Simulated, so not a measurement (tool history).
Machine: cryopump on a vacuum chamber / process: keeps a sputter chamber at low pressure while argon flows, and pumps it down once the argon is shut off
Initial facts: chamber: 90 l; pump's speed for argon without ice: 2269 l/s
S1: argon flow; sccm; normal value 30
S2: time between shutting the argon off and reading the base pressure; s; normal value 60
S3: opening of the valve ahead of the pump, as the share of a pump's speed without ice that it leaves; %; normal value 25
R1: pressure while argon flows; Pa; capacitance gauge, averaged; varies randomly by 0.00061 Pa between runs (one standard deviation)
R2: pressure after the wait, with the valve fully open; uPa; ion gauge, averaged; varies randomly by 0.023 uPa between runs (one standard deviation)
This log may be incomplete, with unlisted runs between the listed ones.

run,hour,S1,S2,S3,R1,R2
1,0,30,60,25,0.0907,1.94
2,54.5,30,60,25,0.0916,1.93
3,89.3,30,60,25,0.0899,1.95
4,133.9,30,60,25,0.0908,1.97
5,181.4,30,60,25,0.0915,1.99
6,248.1,30,60,25,0.0903,1.98
7,301.7,30,60,25,0.0921,2.05
8,367.1,30,60,25,0.0925,2.11
9,410.1,30,60,25,0.0934,2.13
10,475.9,30,60,40,0.06,2.19
11,532.6,30,60,40,0.0594,2.16
12,560.6,30,60,40,0.059,2.26
13,607.3,30,284,25,0.0932,1.67
14,657.5,30,284,25,0.0927,1.69
15,704.5,20,60,25,0.0629,2.26
16,748.2,57,143,45,0.1007,1.79
17,810.4,32,60,55,0.0478,2.26
18,866.3,30,39,16,0.1435,2.66
19,910.4,30,39,16,0.1449,2.74
20,957.8,56,141,25,0.1767,1.99
21,999.7,48,60,57,0.0706,2.46
22,1058.8,28,84,40,0.0578,2.26
23,1121.1,39,23,22,0.1394,3.58
24,1188.2,37,70,25,0.1175,2.41
25,1245,22,78,25,0.0697,2.42
26,1298.3,45,40,44,0.0849,2.95
27,1342.3,26,60,25,0.0835,2.55
28,1379.2,31,22,25,0.0993,3.72
29,1433.6,31,59,25,0.1002,2.64

Here are 5 independent what-if runs from the current tool condition. What would each one return?
# hour 1467.2: leaking fittings of the chamber tightened, without venting
A,1498.6,35,52,42,?,?
# hour 1467.2: leaking fittings of the chamber tightened, without venting
B,1498.6,50,49,43,?,?
# hour 1467.2: leaking fittings of the chamber tightened, without venting
C,1498.6,54,23,32,?,?
# hour 1467.2: leaking fittings of the chamber tightened, without venting
D,1498.6,30,60,20,?,?
# hour 1467.2: leaking fittings of the chamber tightened, without venting
E,1498.6,35,59,17,?,?

run,R1,R2
A,0.0707,0.95
B,0.0978,1.01
C,0.1373,2
D,0.1193,0.9
E,0.1608,0.93
Without the tool's hidden state the same runs would have given:
run,R1,R2
A,0.0621,0.87
B,0.0856,0.94
C,0.1243,1.92
D,0.112,0.83
E,0.1524,0.85

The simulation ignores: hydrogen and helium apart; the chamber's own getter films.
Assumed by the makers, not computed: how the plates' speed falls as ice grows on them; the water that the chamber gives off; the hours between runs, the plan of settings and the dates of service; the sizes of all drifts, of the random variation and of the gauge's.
